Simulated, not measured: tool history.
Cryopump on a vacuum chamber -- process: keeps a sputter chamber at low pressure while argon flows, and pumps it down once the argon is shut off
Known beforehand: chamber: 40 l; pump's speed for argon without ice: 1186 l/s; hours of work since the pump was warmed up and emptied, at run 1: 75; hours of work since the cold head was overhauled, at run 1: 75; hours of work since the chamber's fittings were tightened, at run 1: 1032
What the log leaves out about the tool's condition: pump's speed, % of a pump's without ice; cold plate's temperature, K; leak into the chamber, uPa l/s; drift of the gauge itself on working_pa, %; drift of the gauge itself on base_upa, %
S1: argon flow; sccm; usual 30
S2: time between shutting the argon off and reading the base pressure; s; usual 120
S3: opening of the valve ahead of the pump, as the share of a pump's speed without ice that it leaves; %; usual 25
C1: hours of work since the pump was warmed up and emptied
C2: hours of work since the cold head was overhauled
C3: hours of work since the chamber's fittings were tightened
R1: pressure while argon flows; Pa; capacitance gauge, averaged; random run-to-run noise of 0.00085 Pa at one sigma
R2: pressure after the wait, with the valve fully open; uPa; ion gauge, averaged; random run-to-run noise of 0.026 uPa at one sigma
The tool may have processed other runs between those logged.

| run | hour | S1 | S2 | S3 | C1 | C2 | C3 | R1 | R2 |
|---|---|---|---|---|---|---|---|---|---|
| 1 | 0.0 | 30 | 120 | 25 | 75 | 75 | 1032 | 0.1714 | 1.75 |
| 2 | 12.2 | 30 | 120 | 25 | 82 | 82 | 1040 | 0.1744 | 1.72 |
| 3 | 35.2 | 30 | 120 | 25 | 96 | 96 | 1054 | 0.1727 | 1.74 |
| 4 | 60.7 | 30 | 120 | 25 | 112 | 112 | 1069 | 0.1748 | 1.72 |
| 5 | 87.1 | 30 | 120 | 25 | 128 | 128 | 1086 | 0.1749 | 1.73 |
| 6 | 99.3 | 30 | 120 | 25 | 136 | 136 | 1093 | 0.1762 | 1.74 |
| 7 | 122.2 | 30 | 120 | 25 | 150 | 150 | 1107 | 0.1744 | 1.73 |
| 8 | 146.6 | 30 | 120 | 25 | 165 | 165 | 1122 | 0.1748 | 1.82 |
| 9 | 165.7 | 30 | 120 | 25 | 177 | 177 | 1134 | 0.1754 | 1.81 |
| 10 | 191.3 | 30 | 120 | 25 | 192 | 192 | 1150 | 0.1761 | 1.81 |
| 11 | 216.3 | 30 | 120 | 25 | 208 | 208 | 1165 | 0.1762 | 1.80 |
| 12 | 228.4 | 30 | 120 | 25 | 215 | 215 | 1173 | 0.1767 | 1.84 |
| 13 | 252.5 | 30 | 120 | 25 | 230 | 230 | 1187 | 0.1763 | 1.86 |
| 14 | 267.8 | 30 | 120 | 25 | 239 | 239 | 1197 | 0.1774 | 1.93 |
| 15 | 293.7 | 30 | 120 | 25 | 255 | 255 | 1213 | 0.1776 | 2.00 |
| 16 | 319.3 | 30 | 120 | 25 | 271 | 271 | 1229 | 0.1776 | 1.90 |
|  | 336.0 | leaking fittings of the chamber tightened, without venting |
| 17 | 341.7 | 22 | 29 | 40 | 284 | 284 | 3 | 0.0827 | 3.80 |
| 18 | 353.3 | 56 | 120 | 52 | 291 | 291 | 11 | 0.1660 | 1.20 |
| 19 | 367.4 | 30 | 223 | 52 | 299 | 299 | 19 | 0.0898 | 0.80 |
| 20 | 390.2 | 30 | 38 | 25 | 314 | 314 | 33 | 0.1784 | 3.00 |
| 21 | 412.8 | 17 | 21 | 17 | 327 | 327 | 47 | 0.1482 | 5.18 |
| 22 | 438.5 | 17 | 21 | 17 | 343 | 343 | 63 | 0.1471 | 5.05 |
| 23 | 459.9 | 17 | 21 | 17 | 356 | 356 | 76 | 0.1473 | 5.30 |
| 24 | 480.3 | 17 | 21 | 17 | 369 | 369 | 89 | 0.1487 | 5.22 |
| 25 | 491.7 | 17 | 21 | 17 | 376 | 376 | 96 | 0.1488 | 5.21 |
| 26 | 508.4 | 22 | 21 | 21 | 386 | 386 | 106 | 0.1580 | 5.39 |
| 27 | 521.5 | 19 | 21 | 23 | 394 | 394 | 114 | 0.1247 | 5.10 |
| 28 | 542.8 | 19 | 21 | 23 | 407 | 407 | 127 | 0.1249 | 5.29 |
| 29 | 566.5 | 19 | 21 | 23 | 422 | 422 | 142 | 0.1246 | 5.40 |
| 30 | 588.4 | 24 | 29 | 28 | 435 | 435 | 155 | 0.1316 | 3.95 |
| 31 | 610.7 | 24 | 29 | 28 | 449 | 449 | 169 | 0.1309 | 3.98 |
| 32 | 621.4 | 22 | 85 | 22 | 456 | 456 | 176 | 0.1522 | 1.68 |

For each run, the measured value with the value that run would have given without the tool's hidden condition subtracted. The run-to-run variation is shared by both, the gauge scatter possibly not:
| run | R1 | R2 |
|---|---|---|
| 1 | +0.0018 | +0.62 |
| 2 | +0.0021 | +0.61 |
| 3 | +0.0024 | +0.63 |
| 4 | +0.0028 | +0.65 |
| 5 | +0.0032 | +0.65 |
| 6 | +0.0034 | +0.67 |
| 7 | +0.0037 | +0.67 |
| 8 | +0.0041 | +0.71 |
| 9 | +0.0044 | +0.72 |
| 10 | +0.0048 | +0.73 |
| 11 | +0.0053 | +0.75 |
| 12 | +0.0055 | +0.76 |
| 13 | +0.0059 | +0.78 |
| 14 | +0.0062 | +0.80 |
| 15 | +0.0066 | +0.84 |
| 16 | +0.0070 | +0.82 |
| 17 | +0.0054 | +0.10 |
| 18 | +0.0141 | +0.10 |
| 19 | +0.0078 | +0.10 |
| 20 | +0.0082 | +0.11 |
| 21 | +0.0049 | +0.13 |
| 22 | +0.0052 | +0.14 |
| 23 | +0.0054 | +0.16 |
| 24 | +0.0057 | +0.17 |
| 25 | +0.0058 | +0.18 |
| 26 | +0.0078 | +0.19 |
| 27 | +0.0068 | +0.18 |
| 28 | +0.0071 | +0.21 |
| 29 | +0.0074 | +0.22 |
| 30 | +0.0098 | +0.23 |
| 31 | +0.0101 | +0.25 |
| 32 | +0.0094 | +0.25 |
